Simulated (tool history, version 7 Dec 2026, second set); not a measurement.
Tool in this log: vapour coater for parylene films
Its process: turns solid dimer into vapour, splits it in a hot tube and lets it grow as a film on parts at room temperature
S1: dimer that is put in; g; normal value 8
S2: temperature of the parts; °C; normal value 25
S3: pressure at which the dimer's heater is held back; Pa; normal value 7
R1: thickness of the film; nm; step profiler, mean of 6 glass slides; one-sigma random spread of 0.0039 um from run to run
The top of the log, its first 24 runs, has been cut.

run     day  S1  S2     S3    R1
 25  14.342   8  18   2.71  2373
 26  15.075   8  18   2.71  2389
 27   15.55   5  22   3.74  1328
 28  15.971   5  18   2.89  1489
 29  16.583  10  22   2.86  2821
 30  16.979  10  22   2.86  2830
     17.596  -- trap's valve overhauled
 31  17.867   4  20   2.86  1201
 32   18.55   8  25   5.61  1793
 33  19.017   8  25   2.32  2149
 34  19.433   4  18      7  1082
 35  20.121   4  32      7   681
 36    20.5   4  32      7   677
 37  21.233   4  23   3.22  1081
 38  21.867  10  36   7.63  1458
 39  22.267  11  27   3.57  2549
 40  22.883   8  25   2.13  2202
 41    23.7   8  25   2.13  2207
 42  24.425   8  25   2.13  2207
 43  24.796   8  21  10.21  1828
 44   25.15   8  23   7.76  1810
 45  25.567   5  25   3.67  1237
 46  25.938   9  17   3.93  2743
 47  26.679   9  18  11.16  2246

Here are 4 independent what-if runs from the current tool condition. What would each one return?
  A  27.521  12  31   5.01   ?
  B  27.521   9  21  10.23   ?
  C  27.521   3  25  10.61   ?
  D  27.521   4  25      7   ?

run    R1
  A  2297
  B  2069
  C   601
  D   869
With no hidden state in the tool, these same runs would have given:
run    R1
  A  2235
  B  2013
  C   585
  D   845
